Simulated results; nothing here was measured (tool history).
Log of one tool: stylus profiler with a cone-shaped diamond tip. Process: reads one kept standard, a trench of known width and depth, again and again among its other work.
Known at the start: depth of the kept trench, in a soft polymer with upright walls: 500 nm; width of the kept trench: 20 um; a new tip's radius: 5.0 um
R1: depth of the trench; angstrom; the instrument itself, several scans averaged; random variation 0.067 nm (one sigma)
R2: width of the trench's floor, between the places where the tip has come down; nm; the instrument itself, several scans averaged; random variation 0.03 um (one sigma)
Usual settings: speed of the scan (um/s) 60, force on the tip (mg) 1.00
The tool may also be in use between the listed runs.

{"run": 1, "hour": 0.0, "speed of the scan (um/s)": 60, "force on the tip (mg)": 1.0, "R1": 5044.7, "R2": 14780}
{"run": 2, "hour": 9.3, "speed of the scan (um/s)": 60, "force on the tip (mg)": 1.0, "R1": 5045.2, "R2": 14800}
{"run": 3, "hour": 19.3, "speed of the scan (um/s)": 19, "force on the tip (mg)": 1.0, "R1": 5044.6, "R2": 15070}
{"run": 4, "hour": 32.7, "speed of the scan (um/s)": 19, "force on the tip (mg)": 1.0, "R1": 5044.9, "R2": 14980}
{"run": 5, "hour": 46.6, "speed of the scan (um/s)": 19, "force on the tip (mg)": 1.0, "R1": 5044.8, "R2": 15040}
{"run": 6, "hour": 57.8, "speed of the scan (um/s)": 22, "force on the tip (mg)": 1.0, "R1": 5044.3, "R2": 14990}
{"run": 7, "hour": 73.2, "speed of the scan (um/s)": 133, "force on the tip (mg)": 1.0, "R1": 5043.2, "R2": 14350}
{"run": 8, "hour": 85.2, "speed of the scan (um/s)": 133, "force on the tip (mg)": 1.0, "R1": 5044.2, "R2": 14260}
{"run": 9, "hour": 91.5, "speed of the scan (um/s)": 34, "force on the tip (mg)": 1.0, "R1": 5044.9, "R2": 14850}
{"run": 10, "hour": 102.5, "speed of the scan (um/s)": 34, "force on the tip (mg)": 1.0, "R1": 5046.3, "R2": 14910}
{"run": 11, "hour": 116.6, "speed of the scan (um/s)": 34, "force on the tip (mg)": 0.6, "R1": 5031.3, "R2": 14790}
{"run": 12, "hour": 127.8, "speed of the scan (um/s)": 34, "force on the tip (mg)": 0.6, "R1": 5031.9, "R2": 14830}
{"run": 13, "hour": 140.3, "speed of the scan (um/s)": 34, "force on the tip (mg)": 0.6, "R1": 5031.3, "R2": 14740}
{"run": 14, "hour": 150.5, "speed of the scan (um/s)": 34, "force on the tip (mg)": 0.6, "R1": 5031.8, "R2": 14800}
{"run": 15, "hour": 156.8, "speed of the scan (um/s)": 71, "force on the tip (mg)": 0.6, "R1": 5031.2, "R2": 14530}
{"run": 16, "hour": 168.6, "speed of the scan (um/s)": 78, "force on the tip (mg)": 0.53, "R1": 5030.2, "R2": 14370}
{"run": 17, "hour": 177.9, "speed of the scan (um/s)": 78, "force on the tip (mg)": 0.53, "R1": 5029.0, "R2": 14330}
{"run": 18, "hour": 188.7, "speed of the scan (um/s)": 78, "force on the tip (mg)": 0.53, "R1": 5029.2, "R2": 14370}
{"run": 19, "hour": 196.9, "speed of the scan (um/s)": 25, "force on the tip (mg)": 1.01, "R1": 5044.2, "R2": 14820}
{"run": 20, "hour": 210.9, "speed of the scan (um/s)": 105, "force on the tip (mg)": 1.97, "R1": 5068.8, "R2": 14550}
{"run": 21, "hour": 217.4, "speed of the scan (um/s)": 19, "force on the tip (mg)": 1.81, "R1": 5063.9, "R2": 14900}
{"run": 22, "hour": 229.2, "speed of the scan (um/s)": 19, "force on the tip (mg)": 1.21, "R1": 5050.2, "R2": 14890}
{"run": 23, "hour": 238.4, "speed of the scan (um/s)": 118, "force on the tip (mg)": 2.03, "R1": 5070.4, "R2": 14480}
{"run": 24, "hour": 247.3, "speed of the scan (um/s)": 118, "force on the tip (mg)": 2.03, "R1": 5070.9, "R2": 14460}
{"run": 25, "hour": 255.0, "speed of the scan (um/s)": 60, "force on the tip (mg)": 0.77, "R1": 5038.9, "R2": 14490}
{"run": 26, "hour": 268.6, "speed of the scan (um/s)": 60, "force on the tip (mg)": 0.77, "R1": 5036.5, "R2": 14570}
{"run": 27, "hour": 278.8, "speed of the scan (um/s)": 18, "force on the tip (mg)": 2.03, "R1": 5070.9, "R2": 14800}
{"run": 28, "hour": 289.6, "speed of the scan (um/s)": 18, "force on the tip (mg)": 1.77, "R1": 5065.0, "R2": 14800}
{"run": 29, "hour": 302.2, "speed of the scan (um/s)": 18, "force on the tip (mg)": 1.77, "R1": 5064.5, "R2": 14810}

Some steps in R2 between neighbouring runs. How much of each would the tool show without its hidden state too (settings, what came in, random variation), and how much is left for the hidden state, with any gauge scatter that isn't in both results?
The hidden state here: radius of the tip, um; height scale over the true one, %; drift of the gauge itself on depth_nm, %; drift of the gauge itself on floor_um, %.
Run 3 -> 4: no setting changed, nothing entered. R2 -90 nm: hidden state -20, all else -70.
Run 6 -> 7: speed of the scan (um/s) 22 -> 133. R2 -640 nm: hidden state -10, all else -630.
Run 7 -> 8: no setting changed, nothing entered. R2 -90 nm: hidden state -20, all else -70.
Run 8 -> 9: speed of the scan (um/s) 133 -> 34. R2 +590 nm: hidden state +0, all else +590.
